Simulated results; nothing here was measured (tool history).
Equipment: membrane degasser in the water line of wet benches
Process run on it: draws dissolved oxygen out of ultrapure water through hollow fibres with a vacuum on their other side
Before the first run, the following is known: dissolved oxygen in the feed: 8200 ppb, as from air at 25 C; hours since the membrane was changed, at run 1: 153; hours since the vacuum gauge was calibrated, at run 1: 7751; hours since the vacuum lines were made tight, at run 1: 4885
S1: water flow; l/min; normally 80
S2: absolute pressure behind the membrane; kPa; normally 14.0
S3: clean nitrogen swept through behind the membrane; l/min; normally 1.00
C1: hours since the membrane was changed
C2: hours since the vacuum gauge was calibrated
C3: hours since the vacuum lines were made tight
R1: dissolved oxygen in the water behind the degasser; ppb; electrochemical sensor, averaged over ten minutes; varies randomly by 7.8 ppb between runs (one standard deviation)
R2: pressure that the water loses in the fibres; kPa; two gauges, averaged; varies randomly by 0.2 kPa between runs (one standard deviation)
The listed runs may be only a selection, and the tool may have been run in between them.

{"run": 1, "day": 0.0, "S1": 80, "S2": 14.0, "S3": 1.0, "C1": 153, "C2": 7751, "C3": 4885, "R1": 1283.0, "R2": 46.6}
{"run": 2, "day": 1.171, "S1": 80, "S2": 14.0, "S3": 1.0, "C1": 181, "C2": 7779, "C3": 4913, "R1": 1283.5, "R2": 46.18}
{"day": 2.129, "done": "vacuum gauge calibrated"}
{"run": 3, "day": 3.117, "S1": 80, "S2": 14.0, "S3": 1.0, "C1": 227, "C2": 24, "C3": 4960, "R1": 1281.4, "R2": 46.23}
{"run": 4, "day": 4.075, "S1": 80, "S2": 14.0, "S3": 1.0, "C1": 250, "C2": 47, "C3": 4982, "R1": 1284.7, "R2": 46.44}
{"run": 5, "day": 5.004, "S1": 80, "S2": 14.0, "S3": 1.0, "C1": 272, "C2": 69, "C3": 5005, "R1": 1283.0, "R2": 46.23}
{"run": 6, "day": 6.608, "S1": 54, "S2": 14.0, "S3": 1.0, "C1": 311, "C2": 108, "C3": 5043, "R1": 982.9, "R2": 31.21}
{"run": 7, "day": 8.062, "S1": 109, "S2": 14.0, "S3": 1.0, "C1": 346, "C2": 142, "C3": 5078, "R1": 1564.4, "R2": 63.36}
{"run": 8, "day": 9.233, "S1": 109, "S2": 14.0, "S3": 1.0, "C1": 374, "C2": 171, "C3": 5106, "R1": 1551.1, "R2": 62.61}
{"run": 9, "day": 10.354, "S1": 80, "S2": 17.7, "S3": 1.0, "C1": 401, "C2": 197, "C3": 5133, "R1": 1672.7, "R2": 46.03}
{"run": 10, "day": 12.308, "S1": 80, "S2": 17.7, "S3": 1.0, "C1": 448, "C2": 244, "C3": 5180, "R1": 1654.1, "R2": 46.46}
{"run": 11, "day": 14.404, "S1": 80, "S2": 14.0, "S3": 0.52, "C1": 498, "C2": 295, "C3": 5230, "R1": 1842.8, "R2": 45.64}
{"run": 12, "day": 16.442, "S1": 80, "S2": 14.0, "S3": 0.52, "C1": 547, "C2": 343, "C3": 5279, "R1": 1841.2, "R2": 45.95}
{"run": 13, "day": 17.679, "S1": 80, "S2": 14.0, "S3": 0.52, "C1": 577, "C2": 373, "C3": 5309, "R1": 1851.6, "R2": 46.0}

Run 14 has not been measured yet. What should we expect?
{"day": 18.517, "done": "seals of the vacuum lines changed"}
{"run": 14, "day": 19.392, "S1": 80, "S2": 12.0, "S3": 1.0, "C1": 616, "C2": 412, "C3": 21, "R1": "?", "R2": "?"}

R1: 1075.9 ppb
R2: 45.57 kPa
With no hidden state in the tool, this same run would have given R1 1075.8 ppb, R2 46.22 kPa.

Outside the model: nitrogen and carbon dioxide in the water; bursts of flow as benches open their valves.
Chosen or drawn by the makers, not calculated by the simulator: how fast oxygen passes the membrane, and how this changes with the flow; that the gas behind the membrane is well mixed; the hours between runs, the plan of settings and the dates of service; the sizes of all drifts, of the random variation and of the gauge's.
